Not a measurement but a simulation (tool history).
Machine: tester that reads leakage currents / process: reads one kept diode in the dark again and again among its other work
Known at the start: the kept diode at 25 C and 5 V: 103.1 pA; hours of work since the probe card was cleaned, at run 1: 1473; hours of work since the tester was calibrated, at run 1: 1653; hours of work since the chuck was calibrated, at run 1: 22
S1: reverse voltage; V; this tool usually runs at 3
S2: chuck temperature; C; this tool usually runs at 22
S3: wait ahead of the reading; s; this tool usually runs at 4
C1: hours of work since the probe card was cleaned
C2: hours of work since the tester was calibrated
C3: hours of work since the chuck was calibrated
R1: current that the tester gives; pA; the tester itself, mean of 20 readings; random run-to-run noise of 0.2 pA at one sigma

Run 1, hour 0: usual settings; C1 1473; C2 1653; C3 22. Result: R1 68.12 pA.
Run 2, hour 94.4: usual settings; C1 1511; C2 1691; C3 60. Result: R1 67.63 pA.
Run 3, hour 192.1: usual settings; C1 1550; C2 1730; C3 99. Result: R1 67.53 pA.
Run 4, hour 265.7: usual settings; C1 1580; C2 1760; C3 129. Result: R1 67.56 pA.
Run 5, hour 325.4: usual settings; C1 1604; C2 1784; C3 153. Result: R1 67.86 pA.
Run 6, hour 400.7: usual settings; C1 1634; C2 1814; C3 183. Result: R1 67.68 pA.
Run 7, hour 504.8: usual settings but S2 24 C; C1 1676; C2 1856; C3 225. Result: R1 79.06 pA.
Run 8, hour 559.2: usual settings but S1 1.68 V; C1 1698; C2 1878; C3 247. Result: R1 50.78 pA.
Run 9, hour 663.3: usual settings but S1 1.68 V, S2 20 C; C1 1740; C2 1920; C3 289. Result: R1 42.92 pA.
Run 10, hour 756.3: usual settings; C1 1777; C2 1957; C3 326. Result: R1 67.32 pA.
Run 11, hour 837.5: usual settings but S2 40 C; C1 1810; C2 1990; C3 359. Result: R1 275.61 pA.
Run 12, hour 895.7: usual settings but S2 40 C; C1 1833; C2 2013; C3 382. Result: R1 273.15 pA.
Run 13, hour 955.2: usual settings but S2 23 C; C1 1857; C2 2037; C3 406. Result: R1 72.5 pA.
At hour 962.8: tester calibrated.
Run 14, hour 1006.9: usual settings but S2 23 C; C1 1877; C2 18; C3 426. Result: R1 73.05 pA.
Run 15, hour 1079.5: usual settings but S2 23 C; C1 1907; C2 47; C3 455. Result: R1 73.04 pA.
Run 16, hour 1172: usual settings; C1 1944; C2 84; C3 493. Result: R1 67.26 pA.
Run 17, hour 1282.4: usual settings; C1 1988; C2 129; C3 537. Result: R1 67.08 pA.
Run 18, hour 1350.2: usual settings; C1 2016; C2 156; C3 564. Result: R1 66.73 pA.
At hour 1366.2: tester calibrated, once more.
Run 19, hour 1455.1: usual settings; C1 2057; C2 36; C3 606. Result: R1 65.83 pA.
Run 20, hour 1513.1: usual settings; C1 2080; C2 59; C3 629. Result: R1 65.7 pA.
At hour 1568.7: chuck's temperature calibrated.
Run 21, hour 1587.5: usual settings; C1 2109; C2 88; C3 8. Result: R1 67.65 pA.
Run 22, hour 1645.1: usual settings but S1 6.62 V, S3 1.62 s; C1 2133; C2 111; C3 31. Result: R1 101.77 pA.
Run 23, hour 1703.5: usual settings but S1 4.35 V, S2 47 C, S3 1.08 s; C1 2156; C2 135; C3 54. Result: R1 545.49 pA.
Run 24, hour 1761.1: usual settings but S2 38 C, S3 2.58 s; C1 2179; C2 158; C3 77. Result: R1 235.78 pA.
Run 25, hour 1859.3: usual settings but S1 3.23 V, S2 24 C, S3 0.49 s; C1 2219; C2 198; C3 117. Result: R1 84.4 pA.
Run 26, hour 1926: usual settings but S1 4.74 V, S2 20 C, S3 1.83 s; C1 2246; C2 224; C3 144. Result: R1 72.96 pA.
Run 27, hour 1974.5: usual settings but S1 4.74 V, S2 41 C, S3 3.84 s; C1 2265; C2 244; C3 163. Result: R1 365.7 pA.
Run 28, hour 2079.6: usual settings but S1 4.74 V, S2 41 C, S3 3.84 s; C1 2307; C2 286; C3 206. Result: R1 363.04 pA.
Run 29, hour 2191.6: usual settings but S1 17.12 V, S2 21 C, S3 3.84 s; C1 2352; C2 331; C3 251. Result: R1 156.07 pA.
Run 30, hour 2263: usual settings but S1 4.55 V, S2 34 C; C1 2381; C2 360; C3 279. Result: R1 210.26 pA.
Run 31, hour 2321: usual settings but S1 17.95 V; C1 2405; C2 383; C3 303. Result: R1 173.46 pA.
Run 32, hour 2432.3: usual settings but S1 3.31 V, S3 0.36 s; C1 2449; C2 428; C3 348. Result: R1 73.1 pA.
Run 33, hour 2537.9: usual settings but S1 1.38 V, S2 45 C, S3 7.33 s; C1 2492; C2 471; C3 390. Result: R1 270.68 pA.
Run 34, hour 2631.4: usual settings but S1 2.84 V, S2 41 C, S3 3.29 s; C1 2530; C2 508; C3 428. Result: R1 283.08 pA.
Run 35, hour 2726.5: usual settings but S1 2.84 V, S2 41 C, S3 3.29 s; C1 2568; C2 547; C3 466. Result: R1 282.2 pA.
Run 36, hour 2781.4: usual settings but S1 3.91 V, S3 4.2 s; C1 2590; C2 569; C3 488. Result: R1 76.97 pA.
Run 37, hour 2874.8: usual settings but S1 8.61 V, S3 0.62 s; C1 2627; C2 606; C3 526. Result: R1 119.22 pA.
Run 38, hour 2954.8: usual settings but S2 58 C, S3 1.4 s; C1 2660; C2 639; C3 558. Result: R1 962.12 pA.
Run 39, hour 3041.4: usual settings but S1 14.06 V, S2 30 C, S3 8.43 s; C1 2694; C2 673; C3 593. Result: R1 267.8 pA.
Run 40, hour 3157.4: usual settings but S1 14.06 V, S2 30 C, S3 8.43 s; C1 2741; C2 720; C3 639. Result: R1 268.88 pA.

Each run again, without the hidden state but with its own random variation kept:
Hidden conditions of the tool in this case: stray current of the dirty probe card, pA a volt; current scale over the true one, %; true chuck temperature over the reading, C; drift of the gauge itself on leakage_pa, %.
run      R1
  1   63.93
  2   63.53
  3   63.52
  4    63.6
  5   63.93
  6   63.82
  7   75.26
  8   48.69
  9   40.89
 10   63.72
 11  272.99
 12  270.87
 13    69.1
 14   69.41
 15   69.44
 16   63.68
 17   63.59
 18   63.31
 19   63.55
 20   63.47
 21   63.45
 22    92.2
 23  543.01
 24   233.3
 25   80.19
 26   66.23
 27  362.98
 28  360.95
 29  129.54
 30  206.71
 31  145.34
 32   68.97
 33  275.13
 34  285.77
 35  285.37
 36   72.05
 37  106.49
 38  986.61
 39  249.81
 40  251.04

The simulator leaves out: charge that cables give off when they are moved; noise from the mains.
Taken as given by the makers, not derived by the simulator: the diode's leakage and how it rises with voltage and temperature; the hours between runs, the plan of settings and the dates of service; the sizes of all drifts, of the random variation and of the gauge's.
